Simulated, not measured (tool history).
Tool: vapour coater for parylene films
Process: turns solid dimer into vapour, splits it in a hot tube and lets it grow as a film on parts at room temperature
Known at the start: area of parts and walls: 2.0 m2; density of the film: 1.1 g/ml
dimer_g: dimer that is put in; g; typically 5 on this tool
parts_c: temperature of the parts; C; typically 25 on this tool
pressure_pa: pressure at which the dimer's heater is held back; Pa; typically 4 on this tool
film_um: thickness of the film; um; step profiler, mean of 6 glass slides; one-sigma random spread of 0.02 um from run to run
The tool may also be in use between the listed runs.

run    hour  dimer_g  parts_c  pressure_pa  film_um
  1       0        5       25            4     1.39
  2    40.1        4       25            4     1.14
  3    87.9        4       25         2.52     1.23
  4   139.2        4       25         2.52     1.22
  5   183.2        4       25         2.52     1.19
  6   220.6        3       25            4     0.82
  7   260.5        3       25            4     0.84
  8   289.3        5       25            4     1.38
  9   319.7        5       25            4     1.33
 10   362.6        5       25            4     1.33
 11   396.4        5       25            4     1.52
 12   436.2        5       25            4     1.49
 13   476.9        5       25            4     1.52
 14   503.9        5       25            4     1.48
 15   544.2        5       25            4     1.45
 16   586.7        5       25            4     1.49
 17   617.6        5       31            4     1.24
 18   671.7        5       24            4     1.49
 19   697.4        5       24            4     1.44
 20   742.9        5       23            4     1.53
 21   797.4        5       25         2.78     1.49
 22   835.9        5       34            4     1.17
 23   870.7        5       34            4     1.14
 24   899.3        5       34            4     1.13
 25   943.2        4       25          4.3     1.15
 26     977        4       25          4.3     1.12
 27  1009.5        2       25         6.97     0.47
 28  1035.7        2       25         6.97     0.52
 29  1073.9        5       34         4.28     1.11
 30  1100.1        5       34         4.28     1.11
 31  1136.2        5       34         4.28     1.11
 32  1189.7        5       34        10.33     0.92
 33  1213.7        7       22         6.27      1.9
 34  1248.2        7       22         6.27     2.15
 35  1272.2        2       22         2.33     0.74
 36  1298.6        5       25         8.19     1.36
 37  1322.6        5       25         8.19     1.32
 38  1367.4        5       25         4.85     1.44
 39    1422        7       18          5.1      2.4
 40  1470.7        7       18          5.1     2.39
 41  1496.6        7       18          5.1     2.35
 42  1536.4        3       25          6.1     0.85
 43  1567.2        3       25         6.88     0.78
 44  1609.9        5       30            5      1.2
 45  1655.8        4       25         8.91     1.02
 46  1684.9        5       22         3.09      1.6

Between the runs listed above, the log contained 4 entries, not reproduced here. Where in the sequence does each belong, and how does what the log doesn't record of the tool's condition differ from the listed run before to the listed run after?
From run 10 to run 11: trap's valve overhauled (hour 379.5)
  vapour lost through the trap's worn valve, %: 12.4 -> 0.3; true temperature of the parts over the reading, C: 0.54 -> 0.56
  difference, measured minus the result without the unlogged condition, film_um: -0.21 -> -0.02 um
From run 17 to run 18: table's thermometer calibrated (hour 622)
  vapour lost through the trap's worn valve, %: 3.3 -> 4; true temperature of the parts over the reading, C: 0.69 -> 0.84
  difference, measured minus the result without the unlogged condition, film_um: -0.07 -> -0.1 um
From run 23 to run 24: table's thermometer calibrated, once more (hour 876)
  vapour lost through the trap's worn valve, %: 6.8 -> 7.2; true temperature of the parts over the reading, C: 0.95 -> -0.04
  difference, measured minus the result without the unlogged condition, film_um: -0.11 -> -0.09 um
From run 33 to run 34: trap's valve overhauled (hour 1222.4)
  vapour lost through the trap's worn valve, %: 11.5 -> 0.7; true temperature of the parts over the reading, C: 0.14 -> 0.16
  difference, measured minus the result without the unlogged condition, film_um: -0.26 -> -0.02 um
